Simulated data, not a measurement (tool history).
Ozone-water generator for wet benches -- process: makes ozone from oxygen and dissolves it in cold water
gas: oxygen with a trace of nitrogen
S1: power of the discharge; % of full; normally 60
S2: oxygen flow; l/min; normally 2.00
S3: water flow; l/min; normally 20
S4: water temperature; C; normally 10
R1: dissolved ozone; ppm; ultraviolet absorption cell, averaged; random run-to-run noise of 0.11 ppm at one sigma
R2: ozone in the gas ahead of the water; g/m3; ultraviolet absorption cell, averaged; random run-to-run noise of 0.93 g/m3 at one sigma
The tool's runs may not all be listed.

| run | hour | S1 | S2 | S3 | S4 | R1 | R2 |
|---|---|---|---|---|---|---|---|
| 1 | 0.0 | 60 | 2.00 | 20 | 10 | 6.3 | 155.6 |
| 2 | 100.6 | 60 | 2.00 | 20 | 10 | 6.4 | 156.2 |
| 3 | 175.9 | 60 | 2.00 | 20 | 10 | 6.4 | 153.5 |
| 4 | 256.8 | 60 | 1.07 | 20 | 10 | 5.3 | 216.6 |
| 5 | 352.6 | 60 | 1.07 | 20 | 10 | 5.3 | 214.7 |
| 6 | 406.7 | 60 | 2.00 | 20 | 10 | 6.3 | 155.0 |
| 7 | 511.5 | 60 | 2.00 | 20 | 10 | 6.4 | 155.5 |
| 8 | 634.2 | 60 | 2.00 | 20 | 10 | 6.2 | 154.1 |
| 9 | 720.2 | 60 | 2.00 | 20 | 10 | 6.3 | 153.9 |
| 10 | 845.5 | 60 | 2.00 | 20 | 10 | 6.4 | 153.8 |
| 11 | 904.2 | 86 | 2.00 | 20 | 10 | 8.3 | 201.5 |
|  | 919.7 | contactor cleaned |
| 12 | 1024.3 | 60 | 2.00 | 20 | 10 | 6.0 | 153.6 |
| 13 | 1132.0 | 60 | 2.00 | 20 | 10 | 5.9 | 152.4 |
| 14 | 1202.8 | 60 | 2.00 | 20 | 10 | 5.9 | 153.3 |
| 15 | 1290.0 | 60 | 2.00 | 20 | 10 | 5.9 | 151.7 |
| 16 | 1380.3 | 60 | 2.00 | 20 | 10 | 5.9 | 152.2 |
| 17 | 1439.2 | 60 | 2.00 | 20 | 10 | 5.9 | 152.7 |
| 18 | 1533.7 | 60 | 2.00 | 20 | 10 | 5.8 | 152.2 |
| 19 | 1619.0 | 86 | 2.00 | 20 | 10 | 7.6 | 200.3 |
|  | 1629.0 | contactor cleaned, once more |
| 20 | 1690.5 | 60 | 2.00 | 16 | 6 | 9.1 | 153.4 |
| 21 | 1814.1 | 60 | 2.00 | 16 | 6 | 9.1 | 150.0 |
| 22 | 1922.5 | 60 | 2.00 | 19 | 7 | 7.4 | 150.8 |
| 23 | 2014.3 | 60 | 2.00 | 19 | 7 | 7.4 | 152.0 |
| 24 | 2085.7 | 60 | 2.00 | 19 | 7 | 7.3 | 151.6 |
| 25 | 2186.3 | 60 | 2.00 | 19 | 7 | 7.2 | 151.5 |
| 26 | 2294.9 | 60 | 2.00 | 19 | 7 | 7.5 | 149.3 |
| 27 | 2423.6 | 100 | 1.89 | 19 | 10 | 10.3 | 224.7 |
| 28 | 2537.1 | 62 | 1.89 | 19 | 10 | 7.2 | 157.8 |
| 29 | 2606.2 | 62 | 1.89 | 19 | 10 | 7.4 | 159.4 |
| 30 | 2693.8 | 62 | 1.89 | 19 | 10 | 7.2 | 159.6 |
| 31 | 2804.8 | 62 | 1.89 | 19 | 10 | 7.4 | 157.8 |
| 32 | 2900.1 | 60 | 2.00 | 15 | 14 | 9.2 | 149.1 |
| 33 | 2988.4 | 40 | 2.60 | 20 | 10 | 5.6 | 95.6 |
| 34 | 3086.9 | 40 | 2.60 | 20 | 10 | 5.4 | 95.9 |

The same runs without the tool's hidden state, with the same run-to-run variation:
Hidden conditions of the tool in this case: yield of the discharge, % of new electrodes'; contactor's efficiency, % of a clean one's; true water temperature over the reading, C; drift of the gauge itself on ozone_ppm, %; drift of the gauge itself on gas_g_m3, %.
| run | R1 | R2 |
|---|---|---|
| 1 | 7.0 | 156.2 |
| 2 | 7.1 | 157.0 |
| 3 | 7.2 | 154.5 |
| 4 | 5.9 | 218.2 |
| 5 | 5.9 | 216.6 |
| 6 | 7.1 | 156.4 |
| 7 | 7.2 | 157.2 |
| 8 | 7.0 | 156.0 |
| 9 | 7.1 | 156.0 |
| 10 | 7.2 | 156.1 |
| 11 | 9.4 | 205.7 |
| 12 | 7.2 | 156.3 |
| 13 | 7.1 | 155.3 |
| 14 | 7.1 | 156.3 |
| 15 | 7.1 | 154.9 |
| 16 | 7.1 | 155.6 |
| 17 | 7.1 | 156.2 |
| 18 | 7.0 | 155.8 |
| 19 | 9.3 | 207.0 |
| 20 | 9.4 | 157.4 |
| 21 | 9.4 | 154.1 |
| 22 | 7.7 | 155.2 |
| 23 | 7.8 | 156.7 |
| 24 | 7.6 | 156.4 |
| 25 | 7.6 | 156.5 |
| 26 | 7.9 | 154.5 |
| 27 | 11.1 | 236.6 |
| 28 | 7.7 | 164.0 |
| 29 | 7.8 | 165.7 |
| 30 | 7.7 | 166.2 |
| 31 | 7.9 | 164.6 |
| 32 | 9.8 | 155.5 |
| 33 | 5.9 | 98.4 |
| 34 | 5.7 | 98.7 |

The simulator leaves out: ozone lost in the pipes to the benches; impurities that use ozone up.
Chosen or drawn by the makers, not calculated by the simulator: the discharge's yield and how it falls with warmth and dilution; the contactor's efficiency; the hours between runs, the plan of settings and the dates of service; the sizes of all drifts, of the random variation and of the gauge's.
